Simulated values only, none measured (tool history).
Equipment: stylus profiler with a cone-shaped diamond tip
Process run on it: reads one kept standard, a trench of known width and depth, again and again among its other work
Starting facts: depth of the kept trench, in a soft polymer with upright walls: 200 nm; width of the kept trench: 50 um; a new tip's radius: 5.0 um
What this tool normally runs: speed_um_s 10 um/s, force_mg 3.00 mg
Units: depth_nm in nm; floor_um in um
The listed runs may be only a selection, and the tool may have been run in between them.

{"run": 1, "hour": 0.0, "speed_um_s": 10, "force_mg": 3.0, "depth_nm": 201.38, "floor_um": 47.18}
{"run": 2, "hour": 51.4, "speed_um_s": 10, "force_mg": 3.0, "depth_nm": 201.16, "floor_um": 47.0}
{"run": 3, "hour": 172.6, "speed_um_s": 10, "force_mg": 3.0, "depth_nm": 201.4, "floor_um": 46.65}
{"run": 4, "hour": 254.1, "speed_um_s": 10, "force_mg": 3.0, "depth_nm": 201.45, "floor_um": 46.48}
{"run": 5, "hour": 362.7, "speed_um_s": 10, "force_mg": 3.0, "depth_nm": 201.5, "floor_um": 46.3}
{"run": 6, "hour": 481.1, "speed_um_s": 10, "force_mg": 3.0, "depth_nm": 201.44, "floor_um": 46.03}
{"run": 7, "hour": 538.4, "speed_um_s": 13, "force_mg": 3.0, "depth_nm": 201.43, "floor_um": 45.96}
{"run": 8, "hour": 592.1, "speed_um_s": 13, "force_mg": 3.0, "depth_nm": 201.53, "floor_um": 45.87}
{"run": 9, "hour": 707.4, "speed_um_s": 13, "force_mg": 3.0, "depth_nm": 201.64, "floor_um": 45.66}
{"run": 10, "hour": 791.9, "speed_um_s": 6, "force_mg": 2.32, "depth_nm": 201.44, "floor_um": 45.49}
{"run": 11, "hour": 893.5, "speed_um_s": 6, "force_mg": 2.32, "depth_nm": 201.46, "floor_um": 45.36}
{"run": 12, "hour": 1001.0, "speed_um_s": 38, "force_mg": 6.38, "depth_nm": 202.49, "floor_um": 45.02}
{"run": 13, "hour": 1122.4, "speed_um_s": 3, "force_mg": 4.65, "depth_nm": 202.35, "floor_um": 45.0}
{"hour": 1205.3, "done": "new tip fitted, height scale calibrated"}
{"run": 14, "hour": 1239.5, "speed_um_s": 18, "force_mg": 3.83, "depth_nm": 201.55, "floor_um": 47.09}
{"run": 15, "hour": 1320.5, "speed_um_s": 6, "force_mg": 2.21, "depth_nm": 201.06, "floor_um": 46.89}
{"run": 16, "hour": 1429.2, "speed_um_s": 8, "force_mg": 2.89, "depth_nm": 201.43, "floor_um": 46.58}
{"run": 17, "hour": 1518.3, "speed_um_s": 14, "force_mg": 3.7, "depth_nm": 201.6, "floor_um": 46.43}

Hidden state or all else? Some run-to-run changes of depth_nm, split into what the settings, what came in and random variation would give without the hidden state, and what is left for the hidden state (with any gauge scatter that isn't in both results):
The tool's hidden condition here consists of: radius of the tip, um; height scale over the true one, %; drift of the gauge itself on depth_nm, %; drift of the gauge itself on floor_um, %.
Run 11 -> 12: speed_um_s 6 -> 38, force_mg 2.32 -> 6.38. depth_nm +1.03 nm: hidden state +0.06, all else +0.97.
Run 13 -> 14: speed_um_s 3 -> 18, force_mg 4.65 -> 3.83, new tip fitted, height scale calibrated. depth_nm -0.80 nm: hidden state -0.48, all else -0.32.
